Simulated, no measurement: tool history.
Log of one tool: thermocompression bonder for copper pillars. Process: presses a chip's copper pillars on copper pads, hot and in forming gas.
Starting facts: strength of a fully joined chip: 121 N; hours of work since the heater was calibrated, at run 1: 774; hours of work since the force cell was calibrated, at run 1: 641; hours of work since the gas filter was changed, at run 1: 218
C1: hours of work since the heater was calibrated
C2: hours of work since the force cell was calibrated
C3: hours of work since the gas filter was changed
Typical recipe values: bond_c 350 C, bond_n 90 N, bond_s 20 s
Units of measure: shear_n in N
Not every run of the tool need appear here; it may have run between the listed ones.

Run 1, day 0.000: usual settings; C1 774; C2 641; C3 218. Result: shear_n 78.3 N.
Run 2, day 1.346: usual settings; C1 795; C2 662; C3 239. Result: shear_n 79.9 N.
Run 3, day 2.862: usual settings but bond_s 59 s; C1 818; C2 686; C3 262. Result: shear_n 98.4 N.
Run 4, day 3.783: usual settings but bond_n 59 N; C1 833; C2 700; C3 277. Result: shear_n 52.7 N.
Run 5, day 4.738: usual settings but bond_n 59 N; C1 848; C2 715; C3 292. Result: shear_n 52.0 N.
Run 6, day 5.454: usual settings but bond_n 59 N; C1 859; C2 726; C3 303. Result: shear_n 51.3 N.
Run 7, day 6.275: usual settings but bond_n 59 N; C1 872; C2 739; C3 316. Result: shear_n 51.1 N.
Run 8, day 7.479: usual settings; C1 890; C2 758; C3 334. Result: shear_n 74.8 N.
Run 9, day 8.850: usual settings; C1 912; C2 779; C3 356. Result: shear_n 75.3 N.
Run 10, day 9.888: usual settings but bond_c 355 C; C1 928; C2 795; C3 372. Result: shear_n 78.1 N.
Run 11, day 11.308: usual settings but bond_c 355 C; C1 950; C2 818; C3 394. Result: shear_n 77.9 N.
At day 11.600: force cell calibrated.
Run 12, day 12.496: usual settings; C1 968; C2 14; C3 412. Result: shear_n 76.2 N.
At day 13.196: forming gas filter changed.
Run 13, day 13.658: usual settings but bond_n 56 N; C1 986; C2 32; C3 7. Result: shear_n 53.1 N.
Run 14, day 15.067: usual settings but bond_n 56 N; C1 1007; C2 54; C3 29. Result: shear_n 52.5 N.
At day 15.217: heater calibrated with a thermocouple chip.
Run 15, day 16.400: usual settings but bond_n 56 N; C1 18; C2 73; C3 49. Result: shear_n 50.2 N.
Run 16, day 17.579: usual settings but bond_n 56 N; C1 37; C2 92; C3 67. Result: shear_n 50.0 N.
Run 17, day 18.271: usual settings but bond_n 56 N; C1 48; C2 102; C3 78. Result: shear_n 49.8 N.
Run 18, day 19.162: usual settings but bond_n 56 N; C1 62; C2 116; C3 92. Result: shear_n 50.1 N.
Run 19, day 20.138: usual settings; C1 77; C2 131; C3 107. Result: shear_n 77.6 N.
Run 20, day 21.242: usual settings; C1 94; C2 149; C3 124. Result: shear_n 76.3 N.
At day 21.929: heater calibrated with a thermocouple chip, once more.
Run 21, day 22.083: usual settings but bond_c 376 C, bond_n 99 N, bond_s 18 s; C1 2; C2 161; C3 136. Result: shear_n 100.9 N.
Run 22, day 23.617: usual settings but bond_c 379 C, bond_n 78 N, bond_s 16 s; C1 26; C2 184; C3 160. Result: shear_n 85.9 N.
Run 23, day 24.954: usual settings but bond_c 379 C, bond_n 78 N, bond_s 17 s; C1 47; C2 205; C3 181. Result: shear_n 86.8 N.
Run 24, day 26.100: usual settings but bond_c 379 C, bond_n 78 N, bond_s 17 s; C1 65; C2 223; C3 199. Result: shear_n 85.4 N.
Run 25, day 27.117: usual settings but bond_c 364 C, bond_n 81 N; C1 81; C2 239; C3 214. Result: shear_n 85.3 N.
Run 26, day 28.333: usual settings but bond_c 378 C, bond_n 81 N; C1 100; C2 258; C3 233. Result: shear_n 90.1 N.
Run 27, day 29.538: usual settings but bond_c 362 C, bond_n 103 N, bond_s 29 s; C1 119; C2 277; C3 252. Result: shear_n 101.5 N.
Run 28, day 30.458: usual settings but bond_c 338 C, bond_n 132 N, bond_s 17 s; C1 133; C2 291; C3 267. Result: shear_n 93.9 N.
Run 29, day 31.333: usual settings but bond_n 63 N, bond_s 19 s; C1 147; C2 305; C3 280. Result: shear_n 60.5 N.
Run 30, day 32.200: usual settings but bond_n 63 N, bond_s 19 s; C1 160; C2 318; C3 294. Result: shear_n 59.7 N.
Run 31, day 33.654: usual settings but bond_n 69 N, bond_s 14 s; C1 183; C2 341; C3 316. Result: shear_n 57.0 N.
Run 32, day 34.321: usual settings but bond_n 69 N, bond_s 14 s; C1 193; C2 351; C3 327. Result: shear_n 57.5 N.
Run 33, day 35.717: usual settings but bond_n 76 N, bond_s 29 s; C1 215; C2 373; C3 349. Result: shear_n 77.9 N.
Run 34, day 36.954: usual settings but bond_c 358 C, bond_n 87 N; C1 234; C2 392; C3 368. Result: shear_n 82.9 N.
Run 35, day 38.079: usual settings but bond_n 71 N; C1 252; C2 410; C3 385. Result: shear_n 66.1 N.
Run 36, day 38.892: usual settings but bond_c 347 C, bond_n 68 N; C1 265; C2 423; C3 398. Result: shear_n 61.6 N.
Run 37, day 40.162: usual settings but bond_c 347 C, bond_n 68 N; C1 284; C2 442; C3 418. Result: shear_n 61.2 N.
At day 40.488: forming gas filter changed.
Run 38, day 41.692: usual settings but bond_c 351 C, bond_n 109 N, bond_s 28 s; C1 308; C2 466; C3 19. Result: shear_n 103.5 N.
Run 39, day 42.579: usual settings but bond_c 340 C; C1 322; C2 480; C3 33. Result: shear_n 78.1 N.
Run 40, day 43.458: usual settings but bond_c 340 C; C1 335; C2 494; C3 46. Result: shear_n 79.7 N.

Below are 4 alternative next runs, each starting from the tool's condition after run 40. Predict each:
Run A, day 44.212: usual settings but bond_c 366 C, bond_n 56 N, bond_s 35 s; C1 347; C2 505; C3 58. Result: shear_n ?.
Run B, day 44.212: usual settings but bond_n 55 N; C1 347; C2 505; C3 58. Result: shear_n ?.
Run C, day 44.212: usual settings but bond_c 341 C, bond_n 74 N; C1 347; C2 505; C3 58. Result: shear_n ?.
Run D, day 44.212: usual settings but bond_c 340 C, bond_n 63 N; C1 347; C2 505; C3 58. Result: shear_n ?.

run  shear_n
  A     74.4
  B     53.0
  C     68.0
  D     56.5
With the hidden condition removed and each run's random variation left untouched, the same runs would have given:
run  shear_n
  A     78.0
  B     56.3
  C     71.7
  D     59.9

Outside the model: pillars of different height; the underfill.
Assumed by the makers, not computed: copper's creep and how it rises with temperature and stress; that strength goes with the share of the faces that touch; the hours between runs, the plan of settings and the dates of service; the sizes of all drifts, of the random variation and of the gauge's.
